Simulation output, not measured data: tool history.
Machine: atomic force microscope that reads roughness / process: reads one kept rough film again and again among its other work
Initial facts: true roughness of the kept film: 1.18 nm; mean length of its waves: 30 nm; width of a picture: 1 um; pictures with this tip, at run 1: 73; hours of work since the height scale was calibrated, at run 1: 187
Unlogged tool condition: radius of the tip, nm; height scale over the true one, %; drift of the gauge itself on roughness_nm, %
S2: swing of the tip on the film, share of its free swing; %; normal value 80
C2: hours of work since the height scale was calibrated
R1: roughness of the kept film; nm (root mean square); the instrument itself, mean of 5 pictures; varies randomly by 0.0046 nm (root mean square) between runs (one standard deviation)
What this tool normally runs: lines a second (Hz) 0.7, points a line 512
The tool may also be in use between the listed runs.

run 1 hour=0 | lines_a_second_(Hz)=0.7 S2=80 points_a_line=512 | pictures_with_this_tip=73 C2=187 | R1=1.059
run 2 hour=19 | lines_a_second_(Hz)=2.869 S2=80 points_a_line=512 | pictures_with_this_tip=99 C2=195 | R1=0.917
run 3 hour=33.7 | lines_a_second_(Hz)=0.7 S2=80 points_a_line=730 | pictures_with_this_tip=119 C2=201 | R1=1.036
run 4 hour=48 | lines_a_second_(Hz)=0.7 S2=76 points_a_line=512 | pictures_with_this_tip=139 C2=208 | R1=1.041
-- hour=54 new tip fitted
run 5 hour=73.5 | lines_a_second_(Hz)=0.7 S2=76 points_a_line=512 | pictures_with_this_tip=27 C2=218 | R1=1.071
run 6 hour=92.6 | lines_a_second_(Hz)=0.7 S2=80 points_a_line=301 | pictures_with_this_tip=53 C2=226 | R1=1.059
run 7 hour=107.7 | lines_a_second_(Hz)=0.7 S2=80 points_a_line=471 | pictures_with_this_tip=74 C2=232 | R1=1.05
run 8 hour=124 | lines_a_second_(Hz)=0.7 S2=80 points_a_line=471 | pictures_with_this_tip=97 C2=239 | R1=1.044
run 9 hour=134.8 | lines_a_second_(Hz)=0.7 S2=80 points_a_line=471 | pictures_with_this_tip=111 C2=244 | R1=1.044
run 10 hour=153 | lines_a_second_(Hz)=0.7 S2=80 points_a_line=471 | pictures_with_this_tip=136 C2=252 | R1=1.034
-- hour=160.3 new tip fitted
run 11 hour=168.5 | lines_a_second_(Hz)=2.148 S2=80 points_a_line=512 | pictures_with_this_tip=11 C2=258 | R1=0.986
run 12 hour=189.2 | lines_a_second_(Hz)=2.148 S2=80 points_a_line=512 | pictures_with_this_tip=40 C2=267 | R1=0.981
run 13 hour=211.3 | lines_a_second_(Hz)=2.148 S2=80 points_a_line=512 | pictures_with_this_tip=70 C2=276 | R1=0.967
run 14 hour=231.7 | lines_a_second_(Hz)=2.148 S2=80 points_a_line=512 | pictures_with_this_tip=98 C2=285 | R1=0.957
run 15 hour=248.3 | lines_a_second_(Hz)=2.148 S2=80 points_a_line=512 | pictures_with_this_tip=121 C2=292 | R1=0.954
-- hour=265.7 new tip fitted
run 16 hour=269.9 | lines_a_second_(Hz)=2.148 S2=80 points_a_line=512 | pictures_with_this_tip=6 C2=300 | R1=0.988
run 17 hour=282.5 | lines_a_second_(Hz)=0.724 S2=80 points_a_line=512 | pictures_with_this_tip=23 C2=306 | R1=1.068
run 18 hour=304.4 | lines_a_second_(Hz)=0.505 S2=80 points_a_line=512 | pictures_with_this_tip=53 C2=315 | R1=1.072
run 19 hour=321.1 | lines_a_second_(Hz)=0.505 S2=80 points_a_line=512 | pictures_with_this_tip=76 C2=322 | R1=1.073
run 20 hour=342.3 | lines_a_second_(Hz)=0.505 S2=74 points_a_line=512 | pictures_with_this_tip=105 C2=331 | R1=1.062
run 21 hour=353 | lines_a_second_(Hz)=0.505 S2=74 points_a_line=512 | pictures_with_this_tip=120 C2=335 | R1=1.049
-- hour=371.4 new tip fitted
run 22 hour=375.6 | lines_a_second_(Hz)=0.7 S2=80 points_a_line=349 | pictures_with_this_tip=6 C2=345 | R1=1.075
run 23 hour=396.3 | lines_a_second_(Hz)=0.7 S2=80 points_a_line=349 | pictures_with_this_tip=34 C2=354 | R1=1.062
run 24 hour=414.1 | lines_a_second_(Hz)=0.7 S2=80 points_a_line=349 | pictures_with_this_tip=59 C2=361 | R1=1.051
run 25 hour=437.5 | lines_a_second_(Hz)=0.7 S2=80 points_a_line=349 | pictures_with_this_tip=91 C2=371 | R1=1.04
run 26 hour=453.1 | lines_a_second_(Hz)=0.952 S2=66 points_a_line=382 | pictures_with_this_tip=113 C2=377 | R1=1.041
run 27 hour=469.9 | lines_a_second_(Hz)=2.15 S2=85 points_a_line=263 | pictures_with_this_tip=136 C2=385 | R1=0.897
-- hour=477.7 new tip fitted
run 28 hour=485.5 | lines_a_second_(Hz)=1.392 S2=55 points_a_line=351 | pictures_with_this_tip=11 C2=391 | R1=1.088
run 29 hour=501.4 | lines_a_second_(Hz)=1.392 S2=58 points_a_line=327 | pictures_with_this_tip=33 C2=398 | R1=1.077
run 30 hour=520.8 | lines_a_second_(Hz)=2.62 S2=58 points_a_line=327 | pictures_with_this_tip=60 C2=406 | R1=1.044
run 31 hour=541.1 | lines_a_second_(Hz)=3.872 S2=89 points_a_line=373 | pictures_with_this_tip=88 C2=414 | R1=0.792
run 32 hour=565.3 | lines_a_second_(Hz)=0.7 S2=83 points_a_line=575 | pictures_with_this_tip=121 C2=425 | R1=1.03
-- hour=582.8 new tip fitted
run 33 hour=585.9 | lines_a_second_(Hz)=0.7 S2=83 points_a_line=575 | pictures_with_this_tip=4 C2=433 | R1=1.059
run 34 hour=596.3 | lines_a_second_(Hz)=0.7 S2=62 points_a_line=804 | pictures_with_this_tip=18 C2=437 | R1=1.1
run 35 hour=606.8 | lines_a_second_(Hz)=0.7 S2=62 points_a_line=804 | pictures_with_this_tip=33 C2=442 | R1=1.098
run 36 hour=621.8 | lines_a_second_(Hz)=0.7 S2=62 points_a_line=804 | pictures_with_this_tip=53 C2=448 | R1=1.09
run 37 hour=644.8 | lines_a_second_(Hz)=3.946 S2=59 points_a_line=823 | pictures_with_this_tip=85 C2=458 | R1=1.022
run 38 hour=666.3 | lines_a_second_(Hz)=3.946 S2=59 points_a_line=823 | pictures_with_this_tip=115 C2=467 | R1=1.006
-- hour=689.2 new tip fitted
run 39 hour=691.8 | lines_a_second_(Hz)=3.946 S2=59 points_a_line=823 | pictures_with_this_tip=3 C2=477 | R1=1.044
run 40 hour=701.9 | lines_a_second_(Hz)=0.7 S2=74 points_a_line=512 | pictures_with_this_tip=17 C2=482 | R1=1.078
run 41 hour=712.3 | lines_a_second_(Hz)=0.691 S2=79 points_a_line=764 | pictures_with_this_tip=32 C2=486 | R1=1.07
run 42 hour=734.8 | lines_a_second_(Hz)=0.732 S2=60 points_a_line=462 | pictures_with_this_tip=63 C2=496 | R1=1.082
run 43 hour=758.8 | lines_a_second_(Hz)=0.732 S2=60 points_a_line=462 | pictures_with_this_tip=96 C2=506 | R1=1.065
run 44 hour=779.1 | lines_a_second_(Hz)=0.732 S2=60 points_a_line=462 | pictures_with_this_tip=124 C2=514 | R1=1.052
-- hour=795.4 new tip fitted
run 45 hour=798.1 | lines_a_second_(Hz)=0.732 S2=60 points_a_line=462 | pictures_with_this_tip=3 C2=522 | R1=1.098

Estimate the outcome of run 46 from the log above:
run 46 hour=816.8 | lines_a_second_(Hz)=1.892 S2=80 points_a_line=1002 | pictures_with_this_tip=29 C2=530 | R1=?

R1: 0.991 nm (root mean square)
With no hidden state in the tool, this same run would have given R1 1.015 nm (root mean square).
